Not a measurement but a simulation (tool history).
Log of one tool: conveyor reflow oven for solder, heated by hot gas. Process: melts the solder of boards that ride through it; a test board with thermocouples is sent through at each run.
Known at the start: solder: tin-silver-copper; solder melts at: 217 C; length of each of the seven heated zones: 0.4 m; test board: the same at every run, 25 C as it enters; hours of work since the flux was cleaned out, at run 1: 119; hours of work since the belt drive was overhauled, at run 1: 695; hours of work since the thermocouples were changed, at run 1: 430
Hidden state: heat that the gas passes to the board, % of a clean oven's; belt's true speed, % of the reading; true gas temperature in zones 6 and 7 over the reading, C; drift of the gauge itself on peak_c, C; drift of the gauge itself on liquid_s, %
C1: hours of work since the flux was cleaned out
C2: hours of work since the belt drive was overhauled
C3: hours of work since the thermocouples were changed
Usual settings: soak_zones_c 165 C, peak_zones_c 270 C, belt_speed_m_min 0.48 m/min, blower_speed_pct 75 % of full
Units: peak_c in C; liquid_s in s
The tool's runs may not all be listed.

run 1 hour=0 | soak_zones_c=165 peak_zones_c=270 belt_speed_m_min=0.48 blower_speed_pct=75 | C1=119 C2=695 C3=430 | peak_c=254.6 liquid_s=75.4
run 2 hour=74.5 | soak_zones_c=165 peak_zones_c=270 belt_speed_m_min=0.48 blower_speed_pct=75 | C1=164 C2=739 C3=475 | peak_c=254.5 liquid_s=74.4
run 3 hour=140.5 | soak_zones_c=175 peak_zones_c=270 belt_speed_m_min=0.48 blower_speed_pct=75 | C1=203 C2=779 C3=514 | peak_c=255.9 liquid_s=80.9
run 4 hour=193.8 | soak_zones_c=165 peak_zones_c=270 belt_speed_m_min=0.48 blower_speed_pct=75 | C1=235 C2=810 C3=546 | peak_c=254.7 liquid_s=75.1
run 5 hour=268.5 | soak_zones_c=165 peak_zones_c=270 belt_speed_m_min=0.48 blower_speed_pct=75 | C1=279 C2=855 C3=590 | peak_c=254.4 liquid_s=75.3
-- hour=329.3 flux residue cleaned out of gas plates and filters
run 6 hour=345 | soak_zones_c=171 peak_zones_c=270 belt_speed_m_min=0.48 blower_speed_pct=75 | C1=9 C2=897 C3=633 | peak_c=256.7 liquid_s=81.1
run 7 hour=404.2 | soak_zones_c=178 peak_zones_c=283 belt_speed_m_min=0.555 blower_speed_pct=69 | C1=45 C2=933 C3=668 | peak_c=262.9 liquid_s=75.3
run 8 hour=449.3 | soak_zones_c=151 peak_zones_c=277 belt_speed_m_min=0.488 blower_speed_pct=57 | C1=71 C2=959 C3=695 | peak_c=254.1 liquid_s=68
run 9 hour=524.1 | soak_zones_c=151 peak_zones_c=277 belt_speed_m_min=0.488 blower_speed_pct=57 | C1=116 C2=1004 C3=739 | peak_c=254.3 liquid_s=67.9
run 10 hour=587.5 | soak_zones_c=151 peak_zones_c=277 belt_speed_m_min=0.488 blower_speed_pct=57 | C1=154 C2=1042 C3=777 | peak_c=254 liquid_s=67.4
run 11 hour=632.2 | soak_zones_c=165 peak_zones_c=263 belt_speed_m_min=0.48 blower_speed_pct=75 | C1=180 C2=1068 C3=804 | peak_c=249 liquid_s=70.4
run 12 hour=710 | soak_zones_c=162 peak_zones_c=270 belt_speed_m_min=0.457 blower_speed_pct=75 | C1=226 C2=1114 C3=850 | peak_c=256.4 liquid_s=81

5 ways to go on from here, each from the tool as it stands after run 12. What would each give?
run A hour=786.4 | soak_zones_c=155 peak_zones_c=270 belt_speed_m_min=0.457 blower_speed_pct=51 | C1=272 C2=1160 C3=895 | peak_c=? liquid_s=?
run B hour=786.4 | soak_zones_c=167 peak_zones_c=270 belt_speed_m_min=0.457 blower_speed_pct=75 | C1=272 C2=1160 C3=895 | peak_c=? liquid_s=?
run C hour=786.4 | soak_zones_c=154 peak_zones_c=270 belt_speed_m_min=0.442 blower_speed_pct=68 | C1=272 C2=1160 C3=895 | peak_c=? liquid_s=?
run D hour=786.4 | soak_zones_c=162 peak_zones_c=270 belt_speed_m_min=0.458 blower_speed_pct=75 | C1=272 C2=1160 C3=895 | peak_c=? liquid_s=?
run E hour=786.4 | soak_zones_c=165 peak_zones_c=270 belt_speed_m_min=0.48 blower_speed_pct=52 | C1=272 C2=1160 C3=895 | peak_c=? liquid_s=?

run=A peak_c=249.5 liquid_s=68.6
run=B peak_c=257.2 liquid_s=84.2
run=C peak_c=254.8 liquid_s=79.6
run=D peak_c=256.2 liquid_s=80.5
run=E peak_c=249.7 liquid_s=69.2
Without the tool's hidden state the same runs would have given:
run=A peak_c=248.1 liquid_s=64.7
run=B peak_c=256.1 liquid_s=80.5
run=C peak_c=253.6 liquid_s=75.9
run=D peak_c=255.1 liquid_s=77
run=E peak_c=248.3 liquid_s=65.4

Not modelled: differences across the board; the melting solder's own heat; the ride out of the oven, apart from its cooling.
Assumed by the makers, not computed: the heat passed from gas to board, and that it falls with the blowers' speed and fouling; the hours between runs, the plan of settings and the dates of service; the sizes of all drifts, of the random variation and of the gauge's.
